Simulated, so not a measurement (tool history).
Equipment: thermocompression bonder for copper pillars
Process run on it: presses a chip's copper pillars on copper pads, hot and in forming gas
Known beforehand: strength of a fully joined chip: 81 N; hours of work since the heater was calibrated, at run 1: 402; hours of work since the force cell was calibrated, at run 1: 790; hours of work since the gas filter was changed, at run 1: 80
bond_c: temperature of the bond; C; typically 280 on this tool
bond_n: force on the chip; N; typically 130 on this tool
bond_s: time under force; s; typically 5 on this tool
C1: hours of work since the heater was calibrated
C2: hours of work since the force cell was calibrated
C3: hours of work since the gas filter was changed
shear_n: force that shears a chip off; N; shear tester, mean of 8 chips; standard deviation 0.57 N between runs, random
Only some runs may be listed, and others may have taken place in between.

Run 1, day 0: usual settings; C1 402; C2 790; C3 80. Result: shear_n 50 N.
Run 2, day 1.704: usual settings; C1 420; C2 808; C3 98. Result: shear_n 49.7 N.
Run 3, day 3.125: usual settings but bond_n 118 N; C1 436; C2 824; C3 114. Result: shear_n 46.7 N.
At day 3.483: forming gas filter changed.
Run 4, day 5.258: usual settings but bond_n 118 N; C1 458; C2 846; C3 19. Result: shear_n 49.1 N.
Run 5, day 6.683: usual settings but bond_n 118 N; C1 474; C2 862; C3 34. Result: shear_n 48.4 N.
Run 6, day 8.796: usual settings but bond_s 3 s; C1 496; C2 884; C3 57. Result: shear_n 43.7 N.
Run 7, day 10.929: usual settings; C1 519; C2 907; C3 80. Result: shear_n 50.3 N.
Run 8, day 12.842: usual settings; C1 540; C2 928; C3 101. Result: shear_n 48.3 N.
At day 14.433: forming gas filter changed.
Run 9, day 15.354: usual settings; C1 567; C2 955; C3 10. Result: shear_n 52.1 N.
Run 10, day 16.733: usual settings; C1 582; C2 970; C3 25. Result: shear_n 50.8 N.
Run 11, day 19.208: usual settings but bond_n 119 N; C1 609; C2 997; C3 51. Result: shear_n 48.2 N.
Run 12, day 21.138: usual settings but bond_n 119 N; C1 629; C2 1017; C3 72. Result: shear_n 47.7 N.
Run 13, day 23.208: usual settings but bond_n 119 N; C1 652; C2 1040; C3 95. Result: shear_n 47 N.
Run 14, day 25.05: usual settings but bond_n 119 N; C1 671; C2 1059; C3 114. Result: shear_n 47.6 N.
At day 25.412: forming gas filter changed.
Run 15, day 27.504: usual settings but bond_s 14 s; C1 698; C2 1086; C3 23. Result: shear_n 67.5 N.
Run 16, day 29.888: usual settings but bond_c 308 C, bond_n 187 N, bond_s 14 s; C1 723; C2 1111; C3 48. Result: shear_n 76.9 N.
At day 30.179: heater calibrated with a thermocouple chip.
Run 17, day 31.704: usual settings but bond_c 308 C, bond_n 187 N, bond_s 14 s; C1 16; C2 1130; C3 67. Result: shear_n 76.2 N.
Run 18, day 33.692: usual settings but bond_c 306 C, bond_s 7 s; C1 38; C2 1152; C3 88. Result: shear_n 65.6 N.
Run 19, day 34.804: usual settings but bond_c 306 C, bond_s 4 s; C1 50; C2 1164; C3 100. Result: shear_n 57.5 N.
At day 36.412: force cell calibrated.
At day 36.433: forming gas filter changed.
Run 20, day 36.796: usual settings but bond_c 306 C, bond_s 4 s; C1 70; C2 4; C3 4. Result: shear_n 60.5 N.
Run 21, day 37.846: usual settings but bond_c 306 C, bond_n 149 N, bond_s 10 s; C1 82; C2 15; C3 15. Result: shear_n 73.3 N.
Run 22, day 39.183: usual settings but bond_c 274 C, bond_n 102 N, bond_s 7 s; C1 96; C2 30; C3 30. Result: shear_n 47.2 N.
At day 40.546: heater calibrated with a thermocouple chip, once more.
Run 23, day 40.671: usual settings but bond_c 274 C, bond_n 102 N, bond_s 7 s; C1 1; C2 45; C3 45. Result: shear_n 45 N.
Run 24, day 42.508: usual settings but bond_c 262 C, bond_n 142 N, bond_s 4 s; C1 21; C2 65; C3 65. Result: shear_n 39.7 N.
Run 25, day 44.388: usual settings but bond_c 262 C, bond_n 142 N, bond_s 4 s; C1 41; C2 85; C3 85. Result: shear_n 40.8 N.
Run 26, day 45.804: usual settings but bond_c 262 C, bond_n 142 N, bond_s 4 s; C1 57; C2 100; C3 100. Result: shear_n 40.7 N.

Here are 4 independent what-if runs from the current tool condition. What would each one return?
At day 47.317: forming gas filter changed.
Run A, day 47.771: usual settings but bond_c 262 C, bond_n 151 N, bond_s 4 s; C1 78; C2 121; C3 5. Result: shear_n ?.
At day 47.317: forming gas filter changed.
Run B, day 47.771: usual settings but bond_n 96 N; C1 78; C2 121; C3 5. Result: shear_n ?.
At day 47.317: forming gas filter changed.
Run C, day 47.771: usual settings but bond_c 301 C; C1 78; C2 121; C3 5. Result: shear_n ?.
At day 47.317: forming gas filter changed.
Run D, day 47.771: usual settings but bond_c 288 C, bond_n 142 N, bond_s 4 s; C1 78; C2 121; C3 5. Result: shear_n ?.

run  shear_n
  A     45.2
  B     41.2
  C     59.9
  D     53.4
With no hidden state in the tool, these same runs would have given:
run  shear_n
  A     44.8
  B     40.8
  C     59.7
  D     53.1

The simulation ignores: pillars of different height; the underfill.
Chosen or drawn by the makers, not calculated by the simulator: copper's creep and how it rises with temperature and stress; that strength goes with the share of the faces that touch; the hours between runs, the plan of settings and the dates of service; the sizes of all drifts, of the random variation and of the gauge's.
